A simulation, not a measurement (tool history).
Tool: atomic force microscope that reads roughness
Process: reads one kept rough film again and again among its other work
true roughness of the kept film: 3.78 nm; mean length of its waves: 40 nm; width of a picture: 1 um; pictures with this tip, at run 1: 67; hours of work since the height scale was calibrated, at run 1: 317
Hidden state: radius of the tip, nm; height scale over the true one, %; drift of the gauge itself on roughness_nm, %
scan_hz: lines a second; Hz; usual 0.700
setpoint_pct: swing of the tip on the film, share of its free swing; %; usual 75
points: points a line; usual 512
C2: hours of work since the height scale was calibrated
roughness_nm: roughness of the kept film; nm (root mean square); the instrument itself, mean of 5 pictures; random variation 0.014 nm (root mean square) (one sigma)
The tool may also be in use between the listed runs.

run 1 day=0.000 | scan_hz=0.700 setpoint_pct=75 points=512 | pictures_with_this_tip=67 C2=317 | roughness_nm=3.338
run 2 day=0.588 | scan_hz=0.700 setpoint_pct=75 points=512 | pictures_with_this_tip=78 C2=323 | roughness_nm=3.329
-- day=0.754 new tip fitted
run 3 day=1.121 | scan_hz=3.476 setpoint_pct=75 points=512 | pictures_with_this_tip=7 C2=328 | roughness_nm=2.742
run 4 day=1.771 | scan_hz=3.476 setpoint_pct=66 points=512 | pictures_with_this_tip=20 C2=335 | roughness_nm=3.039
run 5 day=2.225 | scan_hz=0.700 setpoint_pct=75 points=496 | pictures_with_this_tip=29 C2=339 | roughness_nm=3.361
run 6 day=2.942 | scan_hz=0.700 setpoint_pct=75 points=496 | pictures_with_this_tip=43 C2=347 | roughness_nm=3.352
run 7 day=3.367 | scan_hz=0.700 setpoint_pct=75 points=496 | pictures_with_this_tip=51 C2=351 | roughness_nm=3.311
run 8 day=3.775 | scan_hz=0.700 setpoint_pct=75 points=496 | pictures_with_this_tip=59 C2=355 | roughness_nm=3.366
run 9 day=4.225 | scan_hz=3.004 setpoint_pct=61 points=422 | pictures_with_this_tip=68 C2=360 | roughness_nm=3.191
-- day=4.917 new tip fitted
run 10 day=4.958 | scan_hz=3.004 setpoint_pct=61 points=422 | pictures_with_this_tip=1 C2=367 | roughness_nm=3.173
run 11 day=5.642 | scan_hz=3.004 setpoint_pct=66 points=717 | pictures_with_this_tip=14 C2=374 | roughness_nm=3.087

5 ways to go on from here, each from the tool as it stands after run 11. What would each give?
run A day=6.096 | scan_hz=3.004 setpoint_pct=66 points=443 | pictures_with_this_tip=23 C2=379 | roughness_nm=?
run B day=6.096 | scan_hz=3.004 setpoint_pct=68 points=837 | pictures_with_this_tip=23 C2=379 | roughness_nm=?
run C day=6.096 | scan_hz=0.741 setpoint_pct=75 points=976 | pictures_with_this_tip=23 C2=379 | roughness_nm=?
run D day=6.096 | scan_hz=1.406 setpoint_pct=87 points=829 | pictures_with_this_tip=23 C2=379 | roughness_nm=?
run E day=6.096 | scan_hz=1.225 setpoint_pct=75 points=512 | pictures_with_this_tip=23 C2=379 | roughness_nm=?

run=A roughness_nm=3.080
run=B roughness_nm=3.017
run=C roughness_nm=3.335
run=D roughness_nm=2.928
run=E roughness_nm=3.193
Without the tool's hidden state the same runs would have given:
run=A roughness_nm=3.085
run=B roughness_nm=3.021
run=C roughness_nm=3.339
run=D roughness_nm=2.932
run=E roughness_nm=3.197

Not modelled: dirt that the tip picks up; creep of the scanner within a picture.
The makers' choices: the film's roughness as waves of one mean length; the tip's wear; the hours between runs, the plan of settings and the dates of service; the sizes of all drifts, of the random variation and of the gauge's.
